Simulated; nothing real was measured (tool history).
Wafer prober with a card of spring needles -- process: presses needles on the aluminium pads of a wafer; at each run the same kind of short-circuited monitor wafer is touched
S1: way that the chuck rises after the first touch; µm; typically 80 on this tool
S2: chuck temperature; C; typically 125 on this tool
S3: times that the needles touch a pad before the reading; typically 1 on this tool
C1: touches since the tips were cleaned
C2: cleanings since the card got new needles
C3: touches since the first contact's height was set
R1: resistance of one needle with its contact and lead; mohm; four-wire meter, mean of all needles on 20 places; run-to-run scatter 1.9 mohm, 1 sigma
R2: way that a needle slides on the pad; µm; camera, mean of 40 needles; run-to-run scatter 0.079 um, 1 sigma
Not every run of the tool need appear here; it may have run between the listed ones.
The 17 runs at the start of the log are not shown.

run	day	S1	S2	S3	C1	C2	C3	R1	R2
# day 32.633: tips cleaned on abrasive film
18	33.312	83	67	1	4441	88	165730	232	20.59
# day 33.979: tips cleaned on abrasive film
# day 35.346: tips cleaned on abrasive film
19	35.792	83	66	1	2908	90	181914	228	20.55
# day 36.679: tips cleaned on abrasive film
20	37.121	92	26	1	2895	91	190598	209	22.94
# day 37.958: tips cleaned on abrasive film
# day 39.279: tips cleaned on abrasive film
21	39.279	92	26	1	0	93	204673	181	22.69
# day 40.592: tips cleaned on abrasive film
22	40.650	80	26	2	368	94	213618	189	19.86
# day 41.388: height of the first contact set anew
# day 41.850: tips cleaned on abrasive film
# day 43.117: tips cleaned on abrasive film
23	43.117	80	26	2	0	96	11258	181	20.15
# day 44.425: tips cleaned on abrasive film
24	45.279	80	26	2	5602	97	25413	215	20.15
# day 45.771: tips cleaned on abrasive film
# day 47.104: tips cleaned on abrasive film
25	47.288	73	49	2	1193	99	38492	202	18.36
# day 48.358: tips cleaned on abrasive film
26	49.096	79	49	1	4827	100	50324	238	19.90
# day 49.667: tips cleaned on abrasive film
# day 51.004: tips cleaned on abrasive film
27	51.004	79	49	1	0	102	62753	189	19.81
# day 52.442: tips cleaned on abrasive film
28	53.067	79	49	1	4089	103	76244	244	19.92
# day 53.800: tips cleaned on abrasive film
29	54.408	80	125	2	3983	104	84999	232	20.22
# day 55.242: tips cleaned on abrasive film
30	56.400	80	37	2	7562	105	98006	218	20.11
# day 56.600: tips cleaned on abrasive film
# day 57.933: tips cleaned on abrasive film
31	58.621	80	37	2	4496	107	112505	214	20.00
# day 59.300: tips cleaned on abrasive film
32	60.246	80	37	2	6191	108	123119	219	19.86

What if the next run were any one of these 3? Each begins from the tool's condition after run 32:
# day 60.554: tips cleaned on abrasive film
A	61.721	80	26	3	7619	109	132743	?	?
# day 60.554: tips cleaned on abrasive film
B	61.721	80	125	1	7619	109	132743	?	?
# day 60.554: tips cleaned on abrasive film
C	61.721	80	91	1	7619	109	132743	?	?

run	R1	R2
A	203	19.82
B	261	19.99
C	257	19.97
Stripped of hidden state, with their random variation kept, the same runs would have yielded:
run	R1	R2
A	175	20.15
B	198	20.32
C	192	20.30
